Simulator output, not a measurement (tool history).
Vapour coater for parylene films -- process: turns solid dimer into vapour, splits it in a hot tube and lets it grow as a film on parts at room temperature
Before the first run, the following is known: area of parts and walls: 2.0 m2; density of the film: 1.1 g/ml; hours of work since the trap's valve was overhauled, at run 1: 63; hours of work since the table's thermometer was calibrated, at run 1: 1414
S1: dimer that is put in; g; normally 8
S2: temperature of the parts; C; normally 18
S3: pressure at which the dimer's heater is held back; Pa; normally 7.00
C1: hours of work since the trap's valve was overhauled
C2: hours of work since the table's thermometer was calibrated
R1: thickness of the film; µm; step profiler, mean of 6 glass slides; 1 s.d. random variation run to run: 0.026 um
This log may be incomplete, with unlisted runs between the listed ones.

run	day	S1	S2	S3	C1	C2	R1
1	0.000	8	18	7.00	63	1414	2.59
2	1.592	8	18	7.00	87	1438	2.60
3	2.996	8	18	11.20	108	1459	2.34
4	4.354	8	18	7.00	128	1479	2.55
5	6.812	8	18	7.00	165	1516	2.52
6	8.808	8	14	7.00	195	1546	3.00
7	11.188	8	20	7.00	231	1582	2.27
8	13.654	8	13	7.00	268	1619	3.10
9	16.062	8	18	4.80	305	1656	2.61
10	17.671	8	18	3.67	329	1680	2.69
11	20.108	8	18	3.67	366	1717	2.62
12	22.038	8	12	3.67	395	1746	3.23
13	23.950	8	12	3.67	424	1775	3.22
14	25.958	8	16	7.00	454	1805	2.58
15	28.892	8	22	7.00	498	1849	1.93
16	30.092	12	18	7.00	516	1867	3.48
17	32.062	12	18	7.00	546	1897	3.42
18	33.817	12	18	7.00	572	1923	3.45
# day 35.675: table's thermometer calibrated
19	36.775	8	27	7.00	616	17	1.46
20	38.371	8	18	7.00	640	41	2.24
# day 39.904: trap's valve overhauled
21	40.696	8	18	7.00	12	73	2.55
22	43.221	8	18	7.00	50	111	2.57
23	44.804	8	18	7.00	74	135	2.47
24	47.108	7	11	2.28	109	170	3.06
25	49.225	7	11	2.28	140	202	3.06
# day 51.846: table's thermometer calibrated, once more
26	52.138	3	14	2.18	184	4	1.27
27	55.096	3	17	2.18	228	49	1.23
28	57.829	4	20	10.99	270	90	1.06
29	60.492	4	10	6.92	310	130	1.67
30	63.112	6	16	2.21	349	170	2.45
31	65.354	6	16	2.21	383	204	2.40
32	66.754	6	16	2.21	404	225	2.43
33	69.571	6	16	2.21	447	267	2.34
34	71.108	8	18	2.16	470	290	2.91
35	72.421	9	12	7.00	489	310	3.57
36	74.871	7	29	3.56	526	347	1.38
37	77.067	7	29	3.56	559	380	1.37
38	79.267	8	14	10.39	593	413	2.66
39	81.917	8	14	10.39	633	453	2.66
# day 83.850: trap's valve overhauled
40	84.992	12	16	4.44	17	497	4.67
41	87.788	12	24	3.04	59	539	3.37
42	89.796	13	25	8.11	90	569	2.95
43	92.108	4	21	8.11	124	604	1.10
44	94.658	8	18	11.02	163	643	2.40
45	96.892	8	18	11.02	197	676	2.40

Predict each of these 3 candidate next runs independently; none follows another, all start after run 45:
A	99.212	8	30	11.02	232	711	?
B	99.212	6	17	2.89	232	711	?
C	99.212	6	12	7.40	232	711	?

run	R1
A	1.32
B	2.25
C	2.45
Without the tool's unlogged condition, the same runs would have read:
run	R1
A	1.41
B	2.41
C	2.62
